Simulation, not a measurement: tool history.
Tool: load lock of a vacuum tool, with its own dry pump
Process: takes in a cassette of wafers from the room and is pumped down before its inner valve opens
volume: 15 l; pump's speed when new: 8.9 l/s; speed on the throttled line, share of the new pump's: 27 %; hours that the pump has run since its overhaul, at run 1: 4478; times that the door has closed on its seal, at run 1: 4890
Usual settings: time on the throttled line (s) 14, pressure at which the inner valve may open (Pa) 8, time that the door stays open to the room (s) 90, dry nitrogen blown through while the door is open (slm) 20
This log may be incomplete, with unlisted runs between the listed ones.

run	hour	time on the throttled line (s)	pressure at which the inner valve may open (Pa)	time that the door stays open to the room (s)	dry nitrogen blown through while the door is open (slm)	hours that the pump has run since its overhaul	times that the door has closed on its seal	incoming humidity of the room's air, %	time from the closed door until the inner valve may open (s)	rise of the pressure with all valves shut (Pa/min)
1	0.0	14	8	90	20	4478	4890	44.6	26.96	0.080
2	122.2	9	8	90	20	4600	5167	49.2	23.32	0.086
3	257.0	9	8	90	20	4735	5472	44.4	23.23	0.079
4	393.8	14	8	90	20	4871	5782	45.0	26.98	0.090
5	535.2	14	8	41	20	5013	6102	44.5	26.93	0.077
6	661.5	14	8	41	20	5139	6388	42.2	27.06	0.081
7	864.4	14	8	41	20	5342	6847	44.8	26.82	0.079
8	988.0	18	8	90	20	5466	7127	44.1	29.74	0.094
9	1134.4	18	8	90	20	5612	7458	43.0	29.79	0.094
10	1347.4	14	8	90	20	5825	7941	44.8	26.95	0.104
11	1557.6	14	13	90	20	6035	8416	46.2	26.05	0.111
12	1757.3	14	8	90	20	6235	8868	43.6	27.04	0.110
13	1969.7	14	8	90	20	6447	9349	45.0	27.11	0.111
14	2172.2	14	8	90	20	6650	9808	49.1	27.10	0.121
15	2336.8	14	8	90	11	6814	10180	44.0	27.17	0.140
16	2570.1	14	15	225	12	7048	10709	44.0	26.00	0.170
17	2754.0	14	15	225	12	7232	11125	44.2	26.07	0.170
18	2997.7	14	8	90	7	7475	11677	44.1	27.17	0.167
19	3229.6	15	10	199	12	7707	12202	43.1	27.44	0.172
20	3358.5	15	10	199	12	7836	12494	48.0	27.66	0.196
21	3569.3	14	14	90	5	8047	12971	45.8	26.28	0.191
22	3780.5	18	11	190	28	8258	13449	43.5	29.60	0.161
23	3951.9	18	11	190	28	8429	13837	46.9	29.89	0.159
24	4097.2	8	11	195	32	8575	14166	48.6	22.58	0.161
25	4229.5	9	8	226	20	8707	14465	45.0	23.97	0.184
26	4352.5	16	16	88	20	8830	14744	44.9	27.72	0.164
27	4481.7	17	7	204	19	8959	15036	42.5	29.91	0.185
28	4627.3	14	8	25	20	9105	15366	45.1	27.28	0.150
29	4803.6	14	8	25	20	9281	15765	44.0	27.37	0.155
30	4912.3	23	8	90	20	9390	16011	45.1	33.83	0.178

Alternative continuations, all from the tool just after run 30; predict every row:
A	5097.9	25	8	90	20	9575	16431	44.4	?	?
B	5097.9	24	8	90	20	9575	16431	45.6	?	?
C	5097.9	23	8	90	20	9575	16431	45.9	?	?
D	5097.9	9	6	90	8	9575	16431	47.5	?	?

run	time from the closed door until the inner valve may open (s)	rise of the pressure with all valves shut (Pa/min)
A	35.21	0.177
B	34.56	0.180
C	33.90	0.182
D	24.87	0.214
Take away the tool's hidden state, keep each run's random variation, and the runs would have read:
run	time from the closed door until the inner valve may open (s)	rise of the pressure with all valves shut (Pa/min)
A	34.19	0.048
B	33.50	0.052
C	32.85	0.055
D	23.34	0.087
